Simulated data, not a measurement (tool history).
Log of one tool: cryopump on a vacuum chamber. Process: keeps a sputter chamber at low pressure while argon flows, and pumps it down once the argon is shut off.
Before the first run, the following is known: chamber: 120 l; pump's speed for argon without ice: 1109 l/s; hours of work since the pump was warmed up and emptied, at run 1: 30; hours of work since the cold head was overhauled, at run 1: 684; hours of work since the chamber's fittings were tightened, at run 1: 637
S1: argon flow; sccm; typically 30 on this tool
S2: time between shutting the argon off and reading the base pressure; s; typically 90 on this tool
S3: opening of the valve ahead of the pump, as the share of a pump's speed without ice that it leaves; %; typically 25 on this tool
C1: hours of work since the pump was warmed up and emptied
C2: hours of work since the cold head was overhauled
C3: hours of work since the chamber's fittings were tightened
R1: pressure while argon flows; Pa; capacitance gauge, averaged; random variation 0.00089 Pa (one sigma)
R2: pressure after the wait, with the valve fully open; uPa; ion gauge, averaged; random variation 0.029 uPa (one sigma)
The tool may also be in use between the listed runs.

run   hour  S1   S2  S3   C1   C2   C3      R1    R2
  1    0.0  30   90  25   30  684  637  0.1830  3.27
  2   22.6  30   26  25   43  697  651  0.1839  5.95
  3   40.9  30   26  25   54  708  662  0.1848  6.20
  4   64.9  30   26  25   68  722  676  0.1838  6.35
  5   81.1  30   90  25   78  732  685  0.1851  3.50
  6  109.8  30   90  25   95  749  703  0.1849  3.39
  7  131.6  30   90  25  108  762  716  0.1865  3.68
  8  156.7  30   90  25  123  777  730  0.1872  3.81
  9  183.0  12   21  21  139  793  746  0.0890  7.45
 10  211.1  26   21  21  155  809  763  0.1908  7.42
 11  239.5  26   21  21  172  826  780  0.1936  7.81
 12  256.3  16   68  25  182  836  790  0.0997  4.15
 13  280.9  30  184  20  197  851  804  0.2352  3.35
 14  298.0  30   28  50  207  861  814  0.0972  6.69
 15  317.4  30   28  50  219  873  826  0.0981  6.57
 16  346.3  30  223  25  236  890  843  0.1887  3.47

5 ways to go on from here, each from the tool as it stands after run 16. What would each give?
  A  374.4  13  30  46  252  906  860   ?   ?
  B  374.4  24  90  26  252  906  860   ?   ?
  C  374.4  30  82  44  252  906  860   ?   ?
  D  374.4  30  90  40  252  906  860   ?   ?
  E  374.4  56  54  25  252  906  860   ?   ?

run      R1    R2
  A  0.0471  6.46
  B  0.1467  4.32
  C  0.1122  4.32
  D  0.1214  4.28
  E  0.3546  4.99
What these runs would have given with no unlogged condition in the tool:
run      R1    R2
  A  0.0439  3.63
  B  0.1408  1.42
  C  0.1048  1.47
  D  0.1141  1.39
  E  0.3409  2.14

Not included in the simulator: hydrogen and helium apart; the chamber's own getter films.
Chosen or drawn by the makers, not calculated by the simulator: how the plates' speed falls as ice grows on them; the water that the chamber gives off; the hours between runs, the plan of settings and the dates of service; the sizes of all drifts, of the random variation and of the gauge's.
